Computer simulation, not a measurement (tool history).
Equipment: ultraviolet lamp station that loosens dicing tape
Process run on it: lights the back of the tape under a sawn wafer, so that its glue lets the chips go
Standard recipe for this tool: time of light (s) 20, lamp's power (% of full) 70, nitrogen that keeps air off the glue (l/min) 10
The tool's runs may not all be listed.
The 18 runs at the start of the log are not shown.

run     day  time of light (s)  lamp's power (% of full)  nitrogen that keeps air off the glue (l/min)  force that peels the tape off (N)  light that reached the tape (J/m2)
 19   6.042                 24                        70                                            15                              0.979                                3250
 20   6.462                 24                        70                                            15                              0.983                                3240
 21   6.717                 20                        66                                             4                              2.549                                2560
 22   7.004                 20                        96                                             4                              1.425                                3640
 23   7.258                 10                        70                                             8                              4.318                                1330
 24   7.650                 20                        61                                             6                              2.519                                2310
 25   7.892                 20                        61                                             6                              2.532                                2330
 26   8.179                 34                        70                                             4                              0.983                                4450
 27   8.500                 34                        70                                             4                              0.945                                4470
 28   8.917                 34                        70                                             4                              0.964                                4460
 29   9.325                 34                        70                                             4                              0.992                                4440
 30   9.762                 25                        92                                             4                              1.045                                4270
 31  10.175                 35                        70                                             5                              0.841                                4540
 32  10.588                 31                        82                                             6                              0.658                                4680
 33  11.012                 13                        70                                            14                              3.001                                1660
 34  11.279                 20                        68                                            10                              1.903                                2470

Branching from run 34: 4 alternative next runs. What would each branch give?
  A  11.562                 20                        75                                            10                                  ?                                   ?
  B  11.562                 19                        77                                            10                                  ?                                   ?
  C  11.562                 36                        70                                            15                                  ?                                   ?
  D  11.562                 23                        81                                            13                                  ?                                   ?

run  force that peels the tape off (N)  light that reached the tape (J/m2)
  A                              1.697                                2720
  B                              1.805                                2680
  C                              0.410                                4520
  D                              0.927                                3410
Stripped of hidden state, with their random variation kept, the same runs would have yielded:
run  force that peels the tape off (N)  light that reached the tape (J/m2)
  A                              1.204                                3250
  B                              1.288                                3190
  C                              0.242                                5410
  D                              0.600                                4070
